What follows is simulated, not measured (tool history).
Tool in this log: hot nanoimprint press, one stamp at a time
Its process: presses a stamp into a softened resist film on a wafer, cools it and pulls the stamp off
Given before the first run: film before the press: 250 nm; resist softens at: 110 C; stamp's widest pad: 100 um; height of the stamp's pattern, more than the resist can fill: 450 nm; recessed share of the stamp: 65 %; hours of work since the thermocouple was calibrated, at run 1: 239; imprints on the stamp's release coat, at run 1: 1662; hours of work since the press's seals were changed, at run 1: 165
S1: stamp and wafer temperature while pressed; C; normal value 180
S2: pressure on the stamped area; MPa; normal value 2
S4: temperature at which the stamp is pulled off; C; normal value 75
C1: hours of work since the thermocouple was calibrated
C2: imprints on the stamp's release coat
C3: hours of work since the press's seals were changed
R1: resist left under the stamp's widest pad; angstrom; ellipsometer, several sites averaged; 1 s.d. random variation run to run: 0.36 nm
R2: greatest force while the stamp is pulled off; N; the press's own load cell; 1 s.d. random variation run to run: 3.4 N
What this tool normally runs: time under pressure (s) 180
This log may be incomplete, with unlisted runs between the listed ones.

{"run": 1, "hour": 0.0, "S1": 180, "S2": 2, "time under pressure (s)": 180, "S4": 75, "C1": 239, "C2": 1662, "C3": 165, "R1": 1096, "R2": 254}
{"run": 2, "hour": 7.9, "S1": 180, "S2": 2, "time under pressure (s)": 180, "S4": 75, "C1": 242, "C2": 1677, "C3": 169, "R1": 1092, "R2": 258}
{"run": 3, "hour": 17.4, "S1": 170, "S2": 2, "time under pressure (s)": 180, "S4": 75, "C1": 247, "C2": 1695, "C3": 174, "R1": 1728, "R2": 255}
{"run": 4, "hour": 24.1, "S1": 180, "S2": 2, "time under pressure (s)": 180, "S4": 75, "C1": 250, "C2": 1708, "C3": 177, "R1": 1095, "R2": 259}
{"hour": 27.7, "done": "plate thermocouple calibrated"}
{"run": 5, "hour": 35.0, "S1": 180, "S2": 2, "time under pressure (s)": 180, "S4": 75, "C1": 4, "C2": 1723, "C3": 181, "R1": 1085, "R2": 257}
{"run": 6, "hour": 42.4, "S1": 180, "S2": 2, "time under pressure (s)": 180, "S4": 75, "C1": 7, "C2": 1737, "C3": 184, "R1": 1085, "R2": 260}
{"hour": 49.6, "done": "plate thermocouple calibrated, once more"}
{"run": 7, "hour": 52.2, "S1": 180, "S2": 1.94, "time under pressure (s)": 138, "S4": 75, "C1": 1, "C2": 1750, "C3": 188, "R1": 1243, "R2": 257}
{"run": 8, "hour": 58.4, "S1": 180, "S2": 2.96, "time under pressure (s)": 228, "S4": 77, "C1": 4, "C2": 1761, "C3": 191, "R1": 852, "R2": 245}
{"run": 9, "hour": 65.5, "S1": 180, "S2": 2.96, "time under pressure (s)": 228, "S4": 77, "C1": 8, "C2": 1775, "C3": 194, "R1": 847, "R2": 244}
{"run": 10, "hour": 73.5, "S1": 180, "S2": 2.96, "time under pressure (s)": 228, "S4": 77, "C1": 12, "C2": 1790, "C3": 198, "R1": 853, "R2": 248}

Measured less the same run without the tool's hidden state. The same run-to-run variation is in both; the gauge's scatter may not be:
The tool's hidden condition here consists of: true temperature over the reading, C; pressure that arrives at the usual setting, %; grip of the stamp's worn release coat, % over a new coat's; drift of the gauge itself on residual_nm, %; drift of the gauge itself on pull_off_n, %.
run=1 R1=-19 R2=+88
run=2 R1=-19 R2=+90
run=3 R1=-25 R2=+89
run=4 R1=-20 R2=+90
run=5 R1=-23 R2=+90
run=6 R1=-24 R2=+91
run=7 R1=-4 R2=+93
run=8 R1=+1 R2=+89
run=9 R1=+1 R2=+89
run=10 R1=+0 R2=+92
